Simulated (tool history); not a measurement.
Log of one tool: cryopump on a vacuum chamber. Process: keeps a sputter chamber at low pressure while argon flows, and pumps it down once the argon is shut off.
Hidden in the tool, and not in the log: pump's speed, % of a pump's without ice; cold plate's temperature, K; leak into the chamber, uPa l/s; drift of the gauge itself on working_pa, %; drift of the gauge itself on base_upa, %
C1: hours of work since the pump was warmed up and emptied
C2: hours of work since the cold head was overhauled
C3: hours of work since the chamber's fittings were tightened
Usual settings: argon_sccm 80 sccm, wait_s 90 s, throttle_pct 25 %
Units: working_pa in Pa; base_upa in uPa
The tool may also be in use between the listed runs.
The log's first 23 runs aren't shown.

Run 24, hour 2035.4: usual settings but argon_sccm 113 sccm, wait_s 31 s; C1 306; C2 2749; C3 1219. Result: working_pa 0.3381 Pa, base_upa 1.91 uPa.
Run 25, hour 2152.6: usual settings but argon_sccm 53 sccm; C1 357; C2 2799; C3 1269. Result: working_pa 0.158 Pa, base_upa 1.39 uPa.
Run 26, hour 2250.5: usual settings but argon_sccm 46 sccm, wait_s 20 s, throttle_pct 15 %; C1 399; C2 2841; C3 1311. Result: working_pa 0.2263 Pa, base_upa 2.58 uPa.
Run 27, hour 2334.1: usual settings but argon_sccm 46 sccm, wait_s 20 s, throttle_pct 15 %; C1 434; C2 2877; C3 1347. Result: working_pa 0.2289 Pa, base_upa 2.55 uPa.
Run 28, hour 2419.7: usual settings but argon_sccm 46 sccm, wait_s 20 s, throttle_pct 15 %; C1 471; C2 2913; C3 1383. Result: working_pa 0.2271 Pa, base_upa 2.6 uPa.
Run 29, hour 2527.3: usual settings but argon_sccm 46 sccm, wait_s 20 s, throttle_pct 15 %; C1 517; C2 2959; C3 1429. Result: working_pa 0.2285 Pa, base_upa 2.68 uPa.
Run 30, hour 2601.4: usual settings but argon_sccm 40 sccm, throttle_pct 24 %; C1 549; C2 2991; C3 1461. Result: working_pa 0.127 Pa, base_upa 1.59 uPa.
Run 31, hour 2679.3: usual settings but argon_sccm 33 sccm, wait_s 186 s, throttle_pct 37 %; C1 582; C2 3025; C3 1494. Result: working_pa 0.0681 Pa, base_upa 1.44 uPa.
Run 32, hour 2760.4: usual settings but argon_sccm 149 sccm, wait_s 30 s; C1 617; C2 3059; C3 1529. Result: working_pa 0.4496 Pa, base_upa 2.23 uPa.
Run 33, hour 2813.1: usual settings but wait_s 70 s, throttle_pct 31 %; C1 640; C2 3082; C3 1552. Result: working_pa 0.1979 Pa, base_upa 1.73 uPa.
Run 34, hour 2892.7: usual settings but wait_s 70 s, throttle_pct 31 %; C1 674; C2 3116; C3 1586. Result: working_pa 0.1981 Pa, base_upa 1.8 uPa.
Run 35, hour 2972.3: usual settings but wait_s 70 s, throttle_pct 31 %; C1 708; C2 3150; C3 1620. Result: working_pa 0.198 Pa, base_upa 1.89 uPa.

3 ways to go on from here, each from the tool as it stands after run 35. What would each give?
Run A, hour 3076.2: usual settings but argon_sccm 53 sccm, wait_s 22 s, throttle_pct 22 %; C1 752; C2 3195; C3 1664. Result: working_pa ?, base_upa ?.
Run B, hour 3076.2: usual settings but wait_s 201 s, throttle_pct 31 %; C1 752; C2 3195; C3 1664. Result: working_pa ?, base_upa ?.
Run C, hour 3076.2: usual settings but argon_sccm 75 sccm, wait_s 25 s, throttle_pct 49 %; C1 752; C2 3195; C3 1664. Result: working_pa ?, base_upa ?.

run  working_pa  base_upa
  A      0.1824      2.72
  B      0.1978      1.63
  C      0.1205      2.58
Without the tool's hidden state the same runs would have given:
run  working_pa  base_upa
  A      0.1761      1.37
  B      0.1882      0.29
  C      0.1115      1.22
